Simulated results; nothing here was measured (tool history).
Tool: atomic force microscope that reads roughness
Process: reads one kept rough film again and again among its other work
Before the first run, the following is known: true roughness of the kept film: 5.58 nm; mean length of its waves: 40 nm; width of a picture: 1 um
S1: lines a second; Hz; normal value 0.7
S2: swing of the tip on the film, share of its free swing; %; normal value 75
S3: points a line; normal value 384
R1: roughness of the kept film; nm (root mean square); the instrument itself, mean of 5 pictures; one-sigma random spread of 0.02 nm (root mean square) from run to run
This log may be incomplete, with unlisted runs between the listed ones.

Run 1, hour 0: usual settings. Result: R1 4.81 nm (root mean square).
Run 2, hour 11.6: usual settings. Result: R1 4.785 nm (root mean square).
Run 3, hour 24.5: usual settings. Result: R1 4.773 nm (root mean square).
Run 4, hour 32.1: usual settings. Result: R1 4.802 nm (root mean square).
Run 5, hour 50: usual settings. Result: R1 4.803 nm (root mean square).
Run 6, hour 63.4: usual settings. Result: R1 4.807 nm (root mean square).
Run 7, hour 74.8: usual settings. Result: R1 4.782 nm (root mean square).
Run 8, hour 92.5: usual settings. Result: R1 4.784 nm (root mean square).
Run 9, hour 106: usual settings. Result: R1 4.777 nm (root mean square).
Run 10, hour 114.1: usual settings. Result: R1 4.797 nm (root mean square).
Run 11, hour 129.8: usual settings but S2 71 %. Result: R1 4.824 nm (root mean square).
Run 12, hour 143.5: usual settings but S2 71 %. Result: R1 4.825 nm (root mean square).
Run 13, hour 151.7: usual settings but S2 71 %. Result: R1 4.863 nm (root mean square).
At hour 162.9: new tip fitted.
Run 14, hour 168: usual settings but S2 71 %. Result: R1 4.842 nm (root mean square).
Run 15, hour 180.4: usual settings but S1 2.028 Hz, S2 71 %. Result: R1 4.427 nm (root mean square).
Run 16, hour 196.8: usual settings but S3 933. Result: R1 4.802 nm (root mean square).
Run 17, hour 212: usual settings but S3 933. Result: R1 4.817 nm (root mean square).
Run 18, hour 220.3: usual settings but S2 74 %. Result: R1 4.77 nm (root mean square).
Run 19, hour 235.2: usual settings but S2 74 %. Result: R1 4.764 nm (root mean square).
Run 20, hour 249.9: usual settings but S2 56 %. Result: R1 4.942 nm (root mean square).
Run 21, hour 257.2: usual settings but S2 56 %. Result: R1 4.932 nm (root mean square).
Run 22, hour 265.9: usual settings but S2 56 %. Result: R1 4.939 nm (root mean square).
Run 23, hour 283.6: usual settings but S2 56 %, S3 280. Result: R1 4.946 nm (root mean square).
Run 24, hour 291.2: usual settings. Result: R1 4.75 nm (root mean square).
Run 25, hour 300.8: usual settings. Result: R1 4.757 nm (root mean square).
Run 26, hour 316.1: usual settings but S1 0.888 Hz. Result: R1 4.682 nm (root mean square).
Run 27, hour 331.4: usual settings but S1 0.669 Hz, S2 65 %, S3 319. Result: R1 4.882 nm (root mean square).
Run 28, hour 341.1: usual settings but S1 0.669 Hz, S2 65 %, S3 319. Result: R1 4.882 nm (root mean square).
Run 29, hour 351.7: usual settings but S1 2.356 Hz. Result: R1 4.268 nm (root mean square).
At hour 356.9: new tip fitted.
Run 30, hour 359.4: usual settings but S1 0.668 Hz, S2 70 %, S3 475. Result: R1 4.873 nm (root mean square).
Run 31, hour 369.5: usual settings but S1 0.711 Hz, S2 86 %, S3 534. Result: R1 4.599 nm (root mean square).
Run 32, hour 378.5: usual settings but S1 2.306 Hz, S2 81 %, S3 258. Result: R1 4.018 nm (root mean square).
Run 33, hour 393.4: usual settings but S1 2.497 Hz, S2 84 %, S3 551. Result: R1 3.834 nm (root mean square).
Run 34, hour 401.2: usual settings but S1 2.497 Hz, S2 84 %, S3 551. Result: R1 3.833 nm (root mean square).
Run 35, hour 412.3: usual settings but S1 2.497 Hz, S2 84 %, S3 551. Result: R1 3.838 nm (root mean square).
Run 36, hour 423.8: usual settings but S1 0.713 Hz, S2 55 %, S3 316. Result: R1 4.991 nm (root mean square).
Run 37, hour 441.6: usual settings but S1 0.671 Hz, S2 86 %. Result: R1 4.594 nm (root mean square).
Run 38, hour 455.3: usual settings but S1 2.297 Hz, S2 67 %, S3 403. Result: R1 4.515 nm (root mean square).
Run 39, hour 462.5: usual settings but S1 0.84 Hz, S3 277. Result: R1 4.709 nm (root mean square).
Run 40, hour 479.3: usual settings but S1 0.84 Hz, S3 277. Result: R1 4.697 nm (root mean square).
Run 41, hour 489.9: usual settings but S1 0.84 Hz, S3 277. Result: R1 4.679 nm (root mean square).
Run 42, hour 502.2: usual settings but S1 1.439 Hz, S3 279. Result: R1 4.504 nm (root mean square).
Run 43, hour 514.8: usual settings but S1 1.439 Hz, S2 74 %, S3 508. Result: R1 4.569 nm (root mean square).
Run 44, hour 522.6: usual settings but S1 1.792 Hz, S3 320. Result: R1 4.376 nm (root mean square).
Run 45, hour 535.5: usual settings but S1 1.881 Hz, S2 66 %, S3 648. Result: R1 4.656 nm (root mean square).
At hour 550.8: new tip fitted.
Run 46, hour 552.7: usual settings but S1 1.526 Hz, S3 619. Result: R1 4.508 nm (root mean square).
Run 47, hour 567.2: usual settings but S1 1.526 Hz, S3 619. Result: R1 4.492 nm (root mean square).
Run 48, hour 580: usual settings but S1 0.742 Hz, S2 66 %, S3 284. Result: R1 4.851 nm (root mean square).
Run 49, hour 597.7: usual settings but S1 1.097 Hz, S2 66 %, S3 334. Result: R1 4.793 nm (root mean square).
Run 50, hour 611.8: usual settings but S1 1.097 Hz, S2 66 %, S3 334. Result: R1 4.778 nm (root mean square).

Subtracting, for every run, the result it would have given without the tool's unlogged condition from the measured result gives the following. The same run-to-run variation enters both numbers; the gauge's scatter may not:
The tool's hidden condition here consists of: radius of the tip, nm; height scale over the true one, %; drift of the gauge itself on roughness_nm, %.
run      R1
  1  -0.003
  2  -0.005
  3  -0.006
  4  -0.006
  5  -0.009
  6   -0.01
  7  -0.011
  8  -0.014
  9  -0.015
 10  -0.016
 11  -0.018
 12   -0.02
 13   -0.02
 14  -0.004
 15  -0.005
 16  -0.008
 17  -0.009
 18  -0.011
 19  -0.012
 20  -0.014
 21  -0.014
 22  -0.016
 23  -0.017
 24  -0.018
 25  -0.019
 26  -0.021
 27  -0.023
 28  -0.024
 29  -0.022
 30  -0.001
 31  -0.001
 32  -0.002
 33  -0.004
 34  -0.004
 35  -0.006
 36  -0.008
 37  -0.009
 38  -0.011
 39  -0.013
 40  -0.014
 41  -0.015
 42  -0.016
 43  -0.017
 44  -0.017
 45   -0.02
 46  -0.001
 47  -0.003
 48  -0.004
 49  -0.007
 50  -0.008
